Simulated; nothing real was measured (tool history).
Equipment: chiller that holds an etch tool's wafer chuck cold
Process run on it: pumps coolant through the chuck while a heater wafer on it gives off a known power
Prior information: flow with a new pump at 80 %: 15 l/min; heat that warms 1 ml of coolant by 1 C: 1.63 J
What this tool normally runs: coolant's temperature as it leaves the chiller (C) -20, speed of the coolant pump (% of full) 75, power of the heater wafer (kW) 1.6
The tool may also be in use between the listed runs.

run,day,coolant's temperature as it leaves the chiller (C),speed of the coolant pump (% of full),power of the heater wafer (kW),chuck's temperature once it has settled (C),how much warmer the coolant comes back (C)
1,0,-20,75,1.6,-10.1,4.2
2,1.408,-20,75,1.6,-10.1,4.21
3,3.317,-20,75,1.6,-10,4.21
4,5.525,-20,75,1.6,-10.4,4.22
5,8.292,-20,75,1.6,-10.3,4.19
6,11.217,-21,75,1.6,-11,4.17
7,14.238,-21,75,1.6,-11.1,4.18
8,16.696,-20,75,1.6,-10.2,4.2
9,19.412,-20,75,1.6,-10.1,4.16
10,21.621,-16,71,1.6,-5.6,4.47
11,24.642,-16,71,1.6,-5.9,4.45
12,26.979,-13,79,1.6,-3.6,4.01
13,29.771,-13,62,1.6,-1.8,5.13
14,32.95,-20,65,2.399,-3.9,7.29
15,35.812,-20,75,1.228,-12.5,3.19
16,38.646,-22,89,0.968,-16.2,2.13
17,40.204,-22,89,0.968,-16.7,2.08

3 ways to go on from here, each from the tool as it stands after run 17. What would each give?
A,42.9,-30,75,1.448,?,?
B,42.9,-11,81,0.968,?,?
C,42.9,-22,89,2.373,?,?

run,chuck's temperature once it has settled (C),how much warmer the coolant comes back (C)
A,-21.1,3.81
B,-5.2,2.34
C,-8.8,5.18
What these runs would have given with no unlogged condition in the tool:
run,chuck's temperature once it has settled (C),how much warmer the coolant comes back (C)
A,-21.1,3.81
B,-5.2,2.34
C,-8.9,5.18

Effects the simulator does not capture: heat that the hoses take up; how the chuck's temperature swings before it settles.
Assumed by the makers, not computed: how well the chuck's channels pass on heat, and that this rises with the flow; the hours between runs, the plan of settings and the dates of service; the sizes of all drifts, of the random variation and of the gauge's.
